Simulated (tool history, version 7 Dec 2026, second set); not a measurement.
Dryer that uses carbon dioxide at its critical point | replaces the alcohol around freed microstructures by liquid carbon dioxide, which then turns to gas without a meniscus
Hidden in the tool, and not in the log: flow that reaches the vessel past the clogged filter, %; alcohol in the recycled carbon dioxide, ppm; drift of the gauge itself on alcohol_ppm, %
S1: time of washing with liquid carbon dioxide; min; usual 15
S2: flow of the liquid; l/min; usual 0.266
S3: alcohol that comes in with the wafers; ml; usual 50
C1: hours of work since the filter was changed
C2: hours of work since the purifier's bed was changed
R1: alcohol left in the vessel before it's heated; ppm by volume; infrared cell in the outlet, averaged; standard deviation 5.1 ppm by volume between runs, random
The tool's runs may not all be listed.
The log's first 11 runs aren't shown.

run    hour  S1     S2  S3   C1   C2    R1
 12   435.0  15  0.266  50  143  380   146
 13   466.2  15  0.266  50  153  390   160
 14   512.6  15  0.266  50  167  404   167
 15   545.4  15  0.410  50  177  414    39
 16   587.7  15  0.410  50  190  428    49
 17   631.0  15  0.410  50  204  441    43
 18   667.1  15  0.410  50  215  452    42
 19   699.4  11  0.163  31  225  462  3240
 20   722.8  10  0.246  31  232  470  1146
 21   748.8  10  0.246  56  240  478  2029
 22   783.7  23  0.354  22  251  488    52
 23   835.6   9  0.354  22  267  505   323
 24   861.1  14  0.177  50  275  512  1812
 25   906.3  14  0.177  50  289  526  1930
 26   933.0  14  0.177  50  297  535  1921
 27   981.9  14  0.177  50  313  550  1990
 28  1006.5  14  0.177  50  320  558  2037
 29  1057.5  19  0.282  53  336  573    96
 30  1104.4  15  0.231  50  351  588   539

5 ways to go on from here, each from the tool as it stands after run 30. What would each give?
  A  1141.2  15  0.405   50  362  599   ?
  B  1141.2  23  0.319   64  362  599   ?
  C  1141.2  11  0.231  108  362  599   ?
  D  1141.2  11  0.266   50  362  599   ?
  E  1141.2  18  0.186   50  362  599   ?

run    R1
  A    75
  B    64
  C  4426
  D  1218
  E   616
What these runs would have given with no unlogged condition in the tool:
run    R1
  A    13
  B     9
  C  1986
  D   475
  E   200

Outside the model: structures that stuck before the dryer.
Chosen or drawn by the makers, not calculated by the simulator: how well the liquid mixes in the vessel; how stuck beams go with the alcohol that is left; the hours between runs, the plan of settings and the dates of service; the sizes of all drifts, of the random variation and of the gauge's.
